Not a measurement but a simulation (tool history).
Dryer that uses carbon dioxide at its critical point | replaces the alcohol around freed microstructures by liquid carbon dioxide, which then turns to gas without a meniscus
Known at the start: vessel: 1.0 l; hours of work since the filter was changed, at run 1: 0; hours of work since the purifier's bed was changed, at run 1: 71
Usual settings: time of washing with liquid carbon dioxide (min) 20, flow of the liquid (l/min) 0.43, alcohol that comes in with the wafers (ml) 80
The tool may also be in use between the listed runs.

run	day	time of washing with liquid carbon dioxide (min)	flow of the liquid (l/min)	alcohol that comes in with the wafers (ml)	hours of work since the filter was changed	hours of work since the purifier's bed was changed	alcohol left in the vessel before it's heated (ppm by volume)
1	0	20	0.43	80	0	71	190
2	0.296	20	0.43	59	3	74	155
3	0.517	13	0.43	80	5	76	1519
4	0.867	13	0.43	80	8	79	1556
5	1.254	20	0.43	80	12	83	217
6	1.692	20	0.43	80	16	87	218
7	2.154	20	0.43	82	21	92	226
8	2.396	20	0.43	82	23	94	228
9	2.85	20	0.702	80	27	98	34
10	3.05	20	0.702	80	29	100	31
11	3.458	20	0.702	80	33	104	46
12	3.75	20	0.702	80	36	107	35
13	4.088	20	0.702	80	39	110	41
14	4.438	20	0.702	80	42	113	42
15	4.821	20	0.43	80	46	117	242
16	5.188	20	0.43	80	50	121	234
17	5.558	20	0.43	80	53	124	230
18	5.85	20	0.43	80	56	127	246
19	6.133	20	0.43	80	59	130	250
20	6.462	20	0.43	80	62	133	251
21	6.804	20	0.43	80	65	136	255
22	7.221	20	0.43	80	69	140	260
23	7.425	23	0.289	41	71	142	444
24	7.892	23	0.289	41	76	147	464
25	8.333	28	0.31	20	80	151	87
26	8.608	28	0.31	20	82	153	98
27	8.879	28	0.31	20	85	156	100
28	9.275	28	0.31	20	89	160	91
29	9.492	17	0.307	80	91	162	2170

The next listed run, before its measurement:
30	9.954	19	0.673	111	95	166	?

Run 30 gave alcohol left in the vessel before it's heated (ppm by volume) 74.
Without the tool's hidden state the same run would have given alcohol left in the vessel before it's heated (ppm by volume) 24.
